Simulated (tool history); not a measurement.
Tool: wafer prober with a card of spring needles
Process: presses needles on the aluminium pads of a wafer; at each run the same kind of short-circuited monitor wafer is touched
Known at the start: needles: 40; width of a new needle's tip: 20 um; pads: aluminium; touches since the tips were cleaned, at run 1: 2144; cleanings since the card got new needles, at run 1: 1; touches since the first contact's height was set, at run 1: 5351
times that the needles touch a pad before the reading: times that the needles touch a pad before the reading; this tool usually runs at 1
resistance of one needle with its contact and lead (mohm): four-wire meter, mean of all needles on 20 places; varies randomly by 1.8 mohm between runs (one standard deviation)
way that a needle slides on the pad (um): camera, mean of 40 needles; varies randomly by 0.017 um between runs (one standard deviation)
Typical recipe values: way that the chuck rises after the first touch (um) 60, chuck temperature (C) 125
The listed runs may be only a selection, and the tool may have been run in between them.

run,day,way that the chuck rises after the first touch (um),chuck temperature (C),times that the needles touch a pad before the reading,touches since the tips were cleaned,cleanings since the card got new needles,touches since the first contact's height was set,resistance of one needle with its contact and lead (mohm),way that a needle slides on the pad (um)
1,0,60,125,1,2144,1,5351,194,8.02
# day 0.088: tips cleaned on abrasive film
# day 0.475: tips cleaned on abrasive film
# day 0.871: tips cleaned on abrasive film
2,0.871,60,125,1,0,4,11989,197,7.96
# day 1.271: tips cleaned on abrasive film
# day 1.654: tips cleaned on abrasive film
3,1.9,60,125,1,1927,6,19899,194,8.05
# day 1.988: tips cleaned on abrasive film
# day 2.371: tips cleaned on abrasive film
# day 2.704: tips cleaned on abrasive film
4,2.854,60,125,1,1162,9,27181,192,8
# day 3.1: tips cleaned on abrasive film
# day 3.5: tips cleaned on abrasive film
5,3.55,60,125,1,402,11,32483,191,8.02
# day 3.871: tips cleaned on abrasive film
# day 4.288: tips cleaned on abrasive film
# day 4.667: tips cleaned on abrasive film
6,4.946,60,87,1,2160,14,43166,186,8.04
# day 5.029: tips cleaned on abrasive film
# day 5.429: tips cleaned on abrasive film
# day 5.821: tips cleaned on abrasive film
7,5.846,60,87,1,192,17,50053,181,8
# day 6.167: tips cleaned on abrasive film
# day 6.562: tips cleaned on abrasive film
8,6.579,60,125,1,139,19,55657,191,8.03
# day 6.979: tips cleaned on abrasive film
# day 7.317: tips cleaned on abrasive film
# day 7.721: tips cleaned on abrasive film
9,7.792,60,125,1,547,22,64928,193,8.03
# day 8.092: tips cleaned on abrasive film
# day 8.462: tips cleaned on abrasive film
10,8.462,52,125,2,0,24,70038,198,6.95
# day 8.871: tips cleaned on abrasive film
# day 9.279: tips cleaned on abrasive film
# day 9.688: tips cleaned on abrasive film
11,9.854,52,125,2,1305,27,80730,196,6.96
# day 10.083: tips cleaned on abrasive film
# day 10.483: tips cleaned on abrasive film
12,10.762,52,125,2,2185,29,87691,197,6.95
# day 10.85: tips cleaned on abrasive film
# day 11.188: tips cleaned on abrasive film
13,11.5,52,109,2,2423,31,93322,195,6.93
# day 11.588: tips cleaned on abrasive film
# day 12.004: tips cleaned on abrasive film
# day 12.017: height of the first contact set anew
# day 12.412: tips cleaned on abrasive film
14,12.488,52,109,2,578,34,3599,190,6.96
# day 12.821: tips cleaned on abrasive film
15,13.121,52,37,2,2294,35,8459,177,6.91
# day 13.208: tips cleaned on abrasive film
# day 13.608: tips cleaned on abrasive film
16,13.788,52,37,2,1406,37,13566,178,6.93

Predict each of these 4 candidate next runs independently; none follows another, all start after run 16:
# day 13.958: tips cleaned on abrasive film
# day 14.342: tips cleaned on abrasive film
# day 14.75: tips cleaned on abrasive film
A,14.933,60,79,2,1419,40,22319,?,?
# day 13.958: tips cleaned on abrasive film
# day 14.342: tips cleaned on abrasive film
# day 14.75: tips cleaned on abrasive film
B,14.933,60,118,2,1419,40,22319,?,?
# day 13.958: tips cleaned on abrasive film
# day 14.342: tips cleaned on abrasive film
# day 14.75: tips cleaned on abrasive film
C,14.933,57,37,2,1419,40,22319,?,?
# day 13.958: tips cleaned on abrasive film
# day 14.342: tips cleaned on abrasive film
# day 14.75: tips cleaned on abrasive film
D,14.933,52,37,1,1419,40,22319,?,?

run,resistance of one needle with its contact and lead (mohm),way that a needle slides on the pad (um)
A,181,8.01
B,193,8
C,176,7.6
D,175,6.96
The same runs, with their run-to-run variation unchanged, on a tool lacking any hidden condition would have given:
run,resistance of one needle with its contact and lead (mohm),way that a needle slides on the pad (um)
A,181,8.01
B,192,8
C,176,7.6
D,174,6.96
